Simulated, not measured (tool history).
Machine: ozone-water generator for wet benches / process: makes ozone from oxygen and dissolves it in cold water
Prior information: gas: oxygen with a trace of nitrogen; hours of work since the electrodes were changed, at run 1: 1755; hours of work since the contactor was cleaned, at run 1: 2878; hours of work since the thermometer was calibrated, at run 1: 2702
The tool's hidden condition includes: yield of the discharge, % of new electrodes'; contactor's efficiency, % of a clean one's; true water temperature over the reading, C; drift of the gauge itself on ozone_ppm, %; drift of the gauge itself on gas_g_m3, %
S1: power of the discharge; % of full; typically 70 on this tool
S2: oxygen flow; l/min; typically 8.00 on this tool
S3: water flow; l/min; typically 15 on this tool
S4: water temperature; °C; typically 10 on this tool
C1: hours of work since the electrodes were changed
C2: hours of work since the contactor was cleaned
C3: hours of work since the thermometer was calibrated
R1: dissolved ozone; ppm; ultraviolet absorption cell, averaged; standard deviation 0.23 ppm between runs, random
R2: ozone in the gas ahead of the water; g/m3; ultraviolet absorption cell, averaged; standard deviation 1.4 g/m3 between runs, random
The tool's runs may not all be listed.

run 1 hour=0.0 | S1=70 S2=8.00 S3=15 S4=10 | C1=1755 C2=2878 C3=2702 | R1=34.6 R2=252.3
run 2 hour=169.7 | S1=70 S2=11.78 S3=15 S4=10 | C1=1861 C2=2983 C3=2808 | R1=33.6 R2=214.4
run 3 hour=306.3 | S1=73 S2=8.00 S3=15 S4=10 | C1=1946 C2=3068 C3=2893 | R1=35.8 R2=259.8
run 4 hour=490.1 | S1=70 S2=8.00 S3=20 S4=10 | C1=2060 C2=3183 C3=3007 | R1=28.5 R2=251.5
run 5 hour=594.0 | S1=70 S2=8.00 S3=15 S4=10 | C1=2125 C2=3248 C3=3072 | R1=34.5 R2=253.5
run 6 hour=693.7 | S1=70 S2=8.00 S3=15 S4=10 | C1=2187 C2=3310 C3=3134 | R1=35.1 R2=253.4
run 7 hour=876.7 | S1=70 S2=8.00 S3=15 S4=10 | C1=2301 C2=3424 C3=3248 | R1=34.5 R2=253.3
run 8 hour=1066.7 | S1=70 S2=8.00 S3=15 S4=10 | C1=2420 C2=3542 C3=3367 | R1=34.5 R2=251.5
run 9 hour=1242.4 | S1=70 S2=8.00 S3=15 S4=10 | C1=2529 C2=3651 C3=3476 | R1=34.7 R2=254.7
run 10 hour=1356.1 | S1=70 S2=8.00 S3=15 S4=10 | C1=2600 C2=3722 C3=3547 | R1=35.0 R2=251.0
run 11 hour=1570.6 | S1=70 S2=8.00 S3=15 S4=10 | C1=2733 C2=3856 C3=3680 | R1=34.5 R2=254.1
run 12 hour=1674.7 | S1=70 S2=8.00 S3=15 S4=10 | C1=2798 C2=3921 C3=3745 | R1=34.6 R2=251.3
run 13 hour=1883.7 | S1=70 S2=8.00 S3=15 S4=10 | C1=2928 C2=4051 C3=3875 | R1=34.4 R2=254.9
run 14 hour=2062.1 | S1=70 S2=8.00 S3=15 S4=5 | C1=3040 C2=4162 C3=3987 | R1=37.8 R2=251.0
run 15 hour=2197.1 | S1=70 S2=8.00 S3=15 S4=10 | C1=3124 C2=4246 C3=4071 | R1=34.9 R2=251.5
run 16 hour=2380.3 | S1=70 S2=8.00 S3=15 S4=10 | C1=3238 C2=4360 C3=4185 | R1=34.4 R2=251.3
run 17 hour=2499.5 | S1=70 S2=8.00 S3=15 S4=10 | C1=3312 C2=4434 C3=4259 | R1=34.3 R2=251.9
run 18 hour=2663.9 | S1=70 S2=8.00 S3=15 S4=10 | C1=3414 C2=4537 C3=4361 | R1=34.8 R2=253.0
run 19 hour=2751.9 | S1=70 S2=7.46 S3=13 S4=7 | C1=3469 C2=4592 C3=4416 | R1=40.0 R2=258.9
run 20 hour=2849.9 | S1=89 S2=4.46 S3=15 S4=17 | C1=3530 C2=4653 C3=4477 | R1=36.1 R2=395.9
-- hour=2909.2 contactor cleaned
run 21 hour=3038.4 | S1=89 S2=8.00 S3=15 S4=11 | C1=3645 C2=80 C3=4592 | R1=42.0 R2=309.8
run 22 hour=3193.0 | S1=70 S2=8.00 S3=14 S4=10 | C1=3741 C2=177 C3=4688 | R1=36.3 R2=252.5
-- hour=3311.1 water thermometer calibrated
run 23 hour=3322.0 | S1=97 S2=8.00 S3=15 S4=10 | C1=3821 C2=257 C3=7 | R1=46.0 R2=334.3
run 24 hour=3490.8 | S1=70 S2=8.00 S3=15 S4=9 | C1=3927 C2=362 C3=112 | R1=35.0 R2=251.4
run 25 hour=3676.5 | S1=70 S2=13.79 S3=15 S4=15 | C1=4042 C2=478 C3=228 | R1=30.0 R2=201.4
run 26 hour=3835.5 | S1=70 S2=13.69 S3=17 S4=15 | C1=4141 C2=577 C3=327 | R1=28.3 R2=200.2
run 27 hour=4044.7 | S1=61 S2=13.69 S3=18 S4=15 | C1=4272 C2=707 C3=457 | R1=24.8 R2=180.9
run 28 hour=4148.5 | S1=70 S2=8.00 S3=15 S4=9 | C1=4336 C2=772 C3=522 | R1=35.2 R2=254.3
run 29 hour=4275.8 | S1=59 S2=5.32 S3=18 S4=9 | C1=4416 C2=851 C3=601 | R1=26.0 R2=259.2
run 30 hour=4368.3 | S1=56 S2=8.00 S3=22 S4=10 | C1=4473 C2=908 C3=658 | R1=22.3 R2=209.2
run 31 hour=4495.4 | S1=56 S2=8.00 S3=22 S4=10 | C1=4552 C2=988 C3=738 | R1=22.3 R2=209.6
run 32 hour=4648.9 | S1=70 S2=12.83 S3=11 S4=10 | C1=4648 C2=1083 C3=833 | R1=39.3 R2=206.7
run 33 hour=4802.1 | S1=45 S2=4.93 S3=11 S4=10 | C1=4743 C2=1179 C3=929 | R1=28.4 R2=212.8

4 options for the next run, each taken on its own from the tool as it stands now. Forecast them:
run A hour=4927.0 | S1=53 S2=8.00 S3=12 S4=10 | C1=4821 C2=1256 C3=1006 | R1=? R2=?
run B hour=4927.0 | S1=76 S2=10.86 S3=15 S4=12 | C1=4821 C2=1256 C3=1006 | R1=? R2=?
run C hour=4927.0 | S1=97 S2=11.28 S3=11 S4=16 | C1=4821 C2=1256 C3=1006 | R1=? R2=?
run D hour=4927.0 | S1=45 S2=9.49 S3=11 S4=10 | C1=4821 C2=1256 C3=1006 | R1=? R2=?

run=A R1=31.4 R2=199.7
run=B R1=35.8 R2=238.7
run=C R1=46.4 R2=288.3
run=D R1=28.4 R2=161.0
The same runs, with their run-to-run variation unchanged, on a tool lacking any hidden condition would have given:
run=A R1=31.4 R2=199.8
run=B R1=35.8 R2=239.0
run=C R1=46.5 R2=288.6
run=D R1=28.4 R2=161.1

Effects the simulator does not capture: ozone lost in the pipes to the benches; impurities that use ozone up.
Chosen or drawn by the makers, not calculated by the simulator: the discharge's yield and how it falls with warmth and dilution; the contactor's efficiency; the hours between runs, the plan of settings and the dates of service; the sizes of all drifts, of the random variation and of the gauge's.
